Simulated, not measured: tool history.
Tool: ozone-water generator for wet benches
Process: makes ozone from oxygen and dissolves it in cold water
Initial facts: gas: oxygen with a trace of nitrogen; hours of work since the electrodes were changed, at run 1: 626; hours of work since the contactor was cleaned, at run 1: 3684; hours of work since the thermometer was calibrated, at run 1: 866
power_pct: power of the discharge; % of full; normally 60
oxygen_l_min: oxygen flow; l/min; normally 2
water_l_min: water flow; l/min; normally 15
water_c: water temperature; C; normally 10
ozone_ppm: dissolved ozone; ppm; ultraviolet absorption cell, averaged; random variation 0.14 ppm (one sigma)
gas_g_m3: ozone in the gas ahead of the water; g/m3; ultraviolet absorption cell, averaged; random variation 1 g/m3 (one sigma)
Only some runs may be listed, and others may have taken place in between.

run	hour	power_pct	oxygen_l_min	water_l_min	water_c	hours of work since the electrodes were changed	hours of work since the contactor was cleaned	hours of work since the thermometer was calibrated	ozone_ppm	gas_g_m3
1	0	60	2	15	10	626	3684	866	15.8	178.6
2	31.9	60	2	15	10	658	3715	897	15.4	178
3	55.3	60	2	15	10	681	3739	921	15.5	178.4
4	81.4	60	2	15	10	707	3765	947	15.7	180.6
5	115.6	60	2	15	10	741	3799	981	15.5	182.7
6	141.8	60	2	15	10	767	3825	1007	15.6	180.5
7	172.6	60	2	16	10	798	3855	1037	14.6	182.4
8	206.4	60	2	16	10	832	3889	1071	14.6	180.3
9	239.2	60	2	15	10	864	3922	1104	15.6	182.2
10	262.6	60	2	15	10	888	3945	1127	15.5	183.1
11	277	60	1.59	15	10	902	3959	1141	15.4	209.7
12	296.3	60	1.59	15	10	921	3978	1160	15.1	211.8
13	325.4	60	2	15	10	950	4007	1189	15.7	184.7
14	352.3	60	2	15	10	977	4034	1216	15.6	183.3
15	374.4	60	2	10	10	999	4056	1238	22.5	183.2
16	406.4	60	2	24	10	1031	4088	1270	9.1	184.8
17	435	60	2	24	10	1059	4116	1298	9.3	185
# hour 441.5: gauge calibrated
18	450.6	60	2	24	10	1075	4132	1314	9.2	179.4
19	472.3	60	1.15	15	11	1096	4153	1335	14.5	258.1
20	486.7	97	2	15	10	1110	4168	1350	21.7	250.5
21	520.6	97	2	17	6	1144	4202	1383	19.7	252.6
22	541.2	60	1.37	17	10	1165	4222	1404	12.8	230.9
23	570.3	60	1.09	17	10	1194	4251	1433	12.4	270.8
24	585.6	72	3.15	13	8	1209	4266	1448	21.1	152.3
25	614.4	63	3.15	23	8	1237	4295	1477	10.8	139.8
26	646.1	47	2	11	7	1269	4326	1508	18	153.4
27	662.9	79	2	19	7	1286	4343	1525	14.9	222.2
28	690.2	86	2.81	9	5	1313	4370	1552	33.2	187.7
29	706.8	86	2.81	9	5	1329	4387	1569	33.4	187.5
30	737.3	73	2.43	15	7	1360	4417	1599	18.6	184.2
31	771.1	60	1.46	15	10	1393	4451	1633	15	226.7
32	792.1	44	1.1	12	13	1414	4472	1653	14.4	219.1
33	812.1	44	1.1	12	13	1434	4491	1673	14	216.5

Hidden state at the last listed run before each entry between runs and at the first one after, where it differs:
Between runs 17 and 18: gauge calibrated (hour 441.5)
  drift of the gauge itself on gas_g_m3, %: 2.88 -> 0.06
  measured result minus the result with no hidden state, gas_g_m3: +5.2 -> +0.1 g/m3
